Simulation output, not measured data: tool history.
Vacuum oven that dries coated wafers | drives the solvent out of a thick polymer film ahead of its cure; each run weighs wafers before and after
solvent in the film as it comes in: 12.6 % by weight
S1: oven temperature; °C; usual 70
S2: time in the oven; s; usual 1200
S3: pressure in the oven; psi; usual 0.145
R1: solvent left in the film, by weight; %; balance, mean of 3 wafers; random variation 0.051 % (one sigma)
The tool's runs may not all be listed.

| run | day | S1 | S2 | S3 | R1 |
|---|---|---|---|---|---|
| 1 | 0.000 | 70 | 1200 | 0.145 | 1.13 |
| 2 | 0.783 | 70 | 1200 | 0.145 | 1.06 |
| 3 | 1.483 | 70 | 1200 | 0.145 | 1.18 |
| 4 | 2.025 | 56 | 1200 | 0.145 | 4.37 |
| 5 | 2.433 | 56 | 1200 | 0.145 | 4.27 |
| 6 | 3.017 | 56 | 1200 | 0.145 | 4.23 |
| 7 | 3.571 | 56 | 1200 | 0.145 | 4.41 |
| 8 | 4.508 | 56 | 1200 | 0.145 | 4.49 |
| 9 | 5.479 | 70 | 1200 | 0.145 | 1.11 |
| 10 | 6.321 | 70 | 1200 | 0.145 | 1.10 |
| 11 | 7.212 | 70 | 1200 | 0.155 | 1.20 |
| 12 | 7.979 | 70 | 1200 | 0.444 | 1.95 |
| 13 | 8.567 | 70 | 1200 | 0.444 | 2.09 |
| 14 | 9.067 | 70 | 1200 | 0.145 | 1.17 |
| 15 | 9.604 | 70 | 1200 | 0.145 | 1.07 |
| 16 | 10.004 | 70 | 1200 | 0.145 | 1.21 |
| 17 | 10.900 | 70 | 1200 | 0.191 | 1.29 |
| 18 | 11.888 | 70 | 840 | 0.145 | 1.97 |
| 19 | 12.875 | 70 | 1740 | 0.145 | 0.63 |
| 20 | 13.779 | 68 | 1200 | 0.145 | 1.49 |
| 21 | 14.221 | 68 | 1200 | 0.145 | 1.48 |
| 22 | 14.883 | 70 | 1080 | 0.145 | 1.37 |
| 23 | 15.325 | 70 | 1200 | 0.145 | 1.09 |
| 24 | 16.179 | 70 | 1980 | 0.183 | 0.71 |
| 25 | 17.033 | 70 | 1980 | 0.183 | 0.65 |
| 26 | 17.738 | 59 | 1200 | 0.115 | 3.43 |
| 27 | 18.571 | 61 | 1920 | 0.077 | 1.39 |
| 28 | 19.225 | 61 | 1920 | 0.077 | 1.39 |
|  | 19.362 | vacuum gauge cleaned of residue and calibrated |
| 29 | 20.217 | 65 | 1200 | 0.413 | 3.06 |
| 30 | 21.125 | 70 | 1200 | 0.168 | 1.27 |
| 31 | 21.621 | 70 | 1200 | 0.306 | 1.56 |
| 32 | 22.238 | 72 | 1200 | 0.145 | 1.00 |
|  | 23.008 | vacuum gauge cleaned of residue and calibrated, once more |
| 33 | 23.233 | 60 | 1200 | 0.571 | 5.03 |
| 34 | 23.942 | 70 | 1080 | 0.145 | 1.38 |
| 35 | 24.392 | 70 | 1080 | 0.145 | 1.37 |
| 36 | 25.158 | 78 | 1380 | 0.145 | 0.37 |
| 37 | 25.800 | 78 | 1380 | 0.145 | 0.52 |
| 38 | 26.200 | 70 | 660 | 0.284 | 3.26 |
| 39 | 26.796 | 85 | 1800 | 0.128 | 0.16 |
| 40 | 27.529 | 70 | 1320 | 0.145 | 0.97 |
| 41 | 28.104 | 70 | 1320 | 0.145 | 1.01 |
| 42 | 28.642 | 70 | 720 | 0.145 | 2.58 |
| 43 | 29.325 | 70 | 720 | 0.145 | 2.44 |
| 44 | 29.950 | 70 | 1740 | 0.145 | 0.79 |
| 45 | 30.679 | 70 | 2160 | 0.145 | 0.55 |
| 46 | 31.096 | 78 | 1920 | 0.170 | 0.40 |

Forecast each of these 5 alternatives for the next run:
| A | 31.862 | 78 | 1920 | 0.125 | ? |
| B | 31.862 | 61 | 1740 | 0.096 | ? |
| C | 31.862 | 74 | 1440 | 0.097 | ? |
| D | 31.862 | 67 | 1200 | 0.139 | ? |
| E | 31.862 | 82 | 1260 | 0.263 | ? |

| run | R1 |
|---|---|
| A | 0.24 |
| B | 1.82 |
| C | 0.42 |
| D | 1.80 |
| E | 0.50 |
Without the tool's hidden state the same runs would have given:
| run | R1 |
|---|---|
| A | 0.21 |
| B | 1.55 |
| C | 0.35 |
| D | 1.56 |
| E | 0.46 |
